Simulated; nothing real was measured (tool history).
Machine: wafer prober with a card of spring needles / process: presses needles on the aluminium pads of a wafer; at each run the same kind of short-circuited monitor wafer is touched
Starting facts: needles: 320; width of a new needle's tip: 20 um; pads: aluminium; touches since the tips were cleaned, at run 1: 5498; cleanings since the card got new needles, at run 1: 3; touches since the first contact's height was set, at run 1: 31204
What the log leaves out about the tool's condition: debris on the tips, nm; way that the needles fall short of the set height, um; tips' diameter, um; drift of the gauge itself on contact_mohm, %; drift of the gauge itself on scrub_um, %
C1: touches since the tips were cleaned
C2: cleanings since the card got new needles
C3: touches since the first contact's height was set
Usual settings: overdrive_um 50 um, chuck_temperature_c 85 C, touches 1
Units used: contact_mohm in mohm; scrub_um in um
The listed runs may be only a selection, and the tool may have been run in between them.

{"run": 1, "day": 0.0, "overdrive_um": 50, "chuck_temperature_c": 85, "touches": 1, "C1": 5498, "C2": 3, "C3": 31204, "contact_mohm": 276, "scrub_um": 13.29}
{"day": 0.238, "done": "tips cleaned on abrasive film"}
{"run": 2, "day": 0.458, "overdrive_um": 50, "chuck_temperature_c": 85, "touches": 1, "C1": 1321, "C2": 4, "C3": 33912, "contact_mohm": 269, "scrub_um": 13.32}
{"run": 3, "day": 0.779, "overdrive_um": 50, "chuck_temperature_c": 85, "touches": 1, "C1": 3235, "C2": 4, "C3": 35826, "contact_mohm": 272, "scrub_um": 13.17}
{"run": 4, "day": 1.175, "overdrive_um": 50, "chuck_temperature_c": 122, "touches": 1, "C1": 5607, "C2": 4, "C3": 38198, "contact_mohm": 282, "scrub_um": 13.29}
{"day": 1.4, "done": "tips cleaned on abrasive film"}
{"run": 5, "day": 1.579, "overdrive_um": 49, "chuck_temperature_c": 85, "touches": 1, "C1": 1050, "C2": 5, "C3": 40569, "contact_mohm": 272, "scrub_um": 12.84}
{"run": 6, "day": 2.083, "overdrive_um": 67, "chuck_temperature_c": 85, "touches": 1, "C1": 4078, "C2": 5, "C3": 43597, "contact_mohm": 267, "scrub_um": 17.54}
{"run": 7, "day": 2.425, "overdrive_um": 50, "chuck_temperature_c": 85, "touches": 1, "C1": 6100, "C2": 5, "C3": 45619, "contact_mohm": 268, "scrub_um": 13.29}
{"day": 2.579, "done": "tips cleaned on abrasive film"}
{"run": 8, "day": 2.75, "overdrive_um": 50, "chuck_temperature_c": 49, "touches": 1, "C1": 1005, "C2": 6, "C3": 47536, "contact_mohm": 261, "scrub_um": 13.17}
{"run": 9, "day": 3.162, "overdrive_um": 50, "chuck_temperature_c": 49, "touches": 1, "C1": 3475, "C2": 6, "C3": 50006, "contact_mohm": 255, "scrub_um": 13.17}
{"run": 10, "day": 3.442, "overdrive_um": 38, "chuck_temperature_c": 25, "touches": 2, "C1": 5129, "C2": 6, "C3": 51660, "contact_mohm": 258, "scrub_um": 9.99}
{"day": 3.75, "done": "tips cleaned on abrasive film"}
{"run": 11, "day": 3.808, "overdrive_um": 58, "chuck_temperature_c": 59, "touches": 1, "C1": 348, "C2": 7, "C3": 53840, "contact_mohm": 261, "scrub_um": 15.11}
{"run": 12, "day": 4.175, "overdrive_um": 48, "chuck_temperature_c": 43, "touches": 1, "C1": 2517, "C2": 7, "C3": 56009, "contact_mohm": 262, "scrub_um": 12.53}
{"run": 13, "day": 4.462, "overdrive_um": 38, "chuck_temperature_c": 54, "touches": 2, "C1": 4249, "C2": 7, "C3": 57741, "contact_mohm": 272, "scrub_um": 9.93}

Alternative continuations, all from the tool just after run 13; predict every row:
{"run": "A", "day": 4.729, "overdrive_um": 51, "chuck_temperature_c": 54, "touches": 2, "C1": 5825, "C2": 7, "C3": 59317, "contact_mohm": "?", "scrub_um": "?"}
{"run": "B", "day": 4.729, "overdrive_um": 49, "chuck_temperature_c": 70, "touches": 2, "C1": 5825, "C2": 7, "C3": 59317, "contact_mohm": "?", "scrub_um": "?"}
{"run": "C", "day": 4.729, "overdrive_um": 51, "chuck_temperature_c": 54, "touches": 2, "C1": 5825, "C2": 7, "C3": 59317, "contact_mohm": "?", "scrub_um": "?"}

run=A contact_mohm=266 scrub_um=13.38
run=B contact_mohm=271 scrub_um=12.72
run=C contact_mohm=261 scrub_um=13.23
Take away the tool's hidden state, keep each run's random variation, and the runs would have read:
run=A contact_mohm=266 scrub_um=13.60
run=B contact_mohm=270 scrub_um=12.93
run=C contact_mohm=261 scrub_um=13.44

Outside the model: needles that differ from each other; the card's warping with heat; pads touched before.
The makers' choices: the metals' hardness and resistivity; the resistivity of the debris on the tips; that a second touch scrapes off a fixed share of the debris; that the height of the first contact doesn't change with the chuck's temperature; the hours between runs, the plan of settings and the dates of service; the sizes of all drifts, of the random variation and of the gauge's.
